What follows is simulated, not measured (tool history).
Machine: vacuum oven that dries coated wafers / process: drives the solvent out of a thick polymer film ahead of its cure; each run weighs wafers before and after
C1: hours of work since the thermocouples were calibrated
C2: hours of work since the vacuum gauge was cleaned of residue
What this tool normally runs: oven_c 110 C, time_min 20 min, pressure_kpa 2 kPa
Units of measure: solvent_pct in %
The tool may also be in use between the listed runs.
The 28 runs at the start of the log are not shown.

Run 29, day 21.662: usual settings but oven_c 112 C, time_min 12 min, pressure_kpa 4.31 kPa; C1 232; C2 14. Result: solvent_pct 5.31 %.
Run 30, day 22.346: usual settings but oven_c 112 C, time_min 12 min, pressure_kpa 4.31 kPa; C1 242; C2 23. Result: solvent_pct 5.13 %.
Run 31, day 23.354: usual settings but oven_c 106 C, time_min 13 min, pressure_kpa 1.25 kPa; C1 255; C2 37. Result: solvent_pct 3.44 %.
Run 32, day 24.125: usual settings but oven_c 105 C, time_min 14 min, pressure_kpa 3.62 kPa; C1 265; C2 47. Result: solvent_pct 5.77 %.
Run 33, day 24.833: usual settings but oven_c 98 C, time_min 22 min, pressure_kpa 1.06 kPa; C1 275; C2 57. Result: solvent_pct 2.88 %.
Run 34, day 25.433: usual settings but oven_c 98 C, time_min 22 min, pressure_kpa 1.06 kPa; C1 283; C2 65. Result: solvent_pct 2.96 %.
Run 35, day 25.929: usual settings but oven_c 98 C, time_min 22 min, pressure_kpa 1.06 kPa; C1 289; C2 71. Result: solvent_pct 2.93 %.
Run 36, day 26.579: usual settings but time_min 10 min; C1 298; C2 80. Result: solvent_pct 4.49 %.

What will run 37 give?
Run 37, day 27.246: usual settings but oven_c 124 C, time_min 29 min, pressure_kpa 1.88 kPa; C1 307; C2 89. Result: solvent_pct ?.

solvent_pct: 1.25 %
With the hidden condition absent and the run-to-run variation left alone, this run would have shown solvent_pct 1.21 %.
